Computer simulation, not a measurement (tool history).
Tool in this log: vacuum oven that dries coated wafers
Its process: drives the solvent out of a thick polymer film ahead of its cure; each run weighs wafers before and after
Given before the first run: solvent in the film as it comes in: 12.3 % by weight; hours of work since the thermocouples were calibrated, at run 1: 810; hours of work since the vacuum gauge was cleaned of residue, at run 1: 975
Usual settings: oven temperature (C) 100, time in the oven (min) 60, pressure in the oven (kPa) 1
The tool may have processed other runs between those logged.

run,day,oven temperature (C),time in the oven (min),pressure in the oven (kPa),hours of work since the thermocouples were calibrated,hours of work since the vacuum gauge was cleaned of residue,solvent left in the film (%)
1,0,100,60,1,810,975,1.1
2,1.196,100,60,1,822,987,1.09
3,2.246,100,60,1,832,997,1.12
4,3.312,100,60,1,843,1008,1.11
5,4.588,100,60,1,856,1021,1.11
6,6.642,100,60,1,876,1041,1.11
7,8.517,100,60,1,895,1060,1.14
8,10.488,100,60,1,915,1080,1.1
9,11.833,100,60,1,929,1094,1.14
10,13.388,100,60,1,944,1109,1.14
11,14.904,100,60,1,960,1124,1.14
12,16.4,100,53,1,975,1140,1.42
13,17.958,100,60,1,990,1155,1.14
14,19.679,100,45,1,1008,1172,1.81
15,21.633,100,60,3.94,1027,1192,1.98
16,23.292,100,81,1,1044,1209,0.73
17,25.721,100,58,1,1068,1233,1.25
18,26.875,100,58,1,1080,1245,1.24
19,28.542,100,58,1,1097,1262,1.24
20,30.858,100,58,1,1120,1285,1.24
21,32.408,100,60,1,1136,1300,1.16
# day 33.483: vacuum gauge cleaned of residue and calibrated
22,33.604,100,60,0.66,1147,1,0.98
23,34.671,103,60,1,1158,12,0.87
24,36.908,103,60,1,1180,34,0.84
25,38.779,90,66,1.1,1199,53,1.94
26,40.358,110,30,1.21,1215,69,1.89
27,41.562,110,30,1.21,1227,81,1.86
28,43.996,93,60,1,1251,106,1.85
29,45.721,86,57,1,1269,123,2.95
30,47.408,86,57,1,1286,140,2.92
31,49.429,101,106,1.96,1306,160,0.69
32,51.212,103,66,1.96,1324,178,1.02
33,53.538,103,66,1.96,1347,202,1.03
34,55.558,100,103,0.91,1368,222,0.44
35,56.621,102,39,0.86,1378,233,2.02
36,58.988,102,39,0.86,1402,256,1.97
37,61.392,100,59,2.7,1426,281,1.69
38,63.708,94,34,0.59,1450,304,3.45
# day 65.633: oven's thermocouples calibrated
39,66.042,94,34,0.59,4,327,3.03
40,67.304,94,47,1.95,17,339,2.4
41,68.95,100,83,1,33,356,0.55
42,71.154,100,83,1,56,378,0.51
43,73.412,100,87,0.79,78,401,0.43
44,75.667,100,87,0.79,101,423,0.48
45,76.967,100,104,1,114,436,0.37
46,78.671,112,57,3.76,131,454,0.91
47,80.021,106,60,2.2,145,467,0.86
48,81.808,101,60,2.2,163,485,1.21

Below are 3 alternative next runs, each starting from the tool's condition after run 48. Predict each:
A,84.108,100,48,1.62,186,508,?
B,84.108,100,91,2.41,186,508,?
C,84.108,95,60,2.2,186,508,?

run,solvent left in the film (%)
A,1.57
B,0.88
C,1.78
The same runs, with their run-to-run variation unchanged, on a tool lacking any hidden condition would have given:
run,solvent left in the film (%)
A,1.54
B,0.85
C,1.75
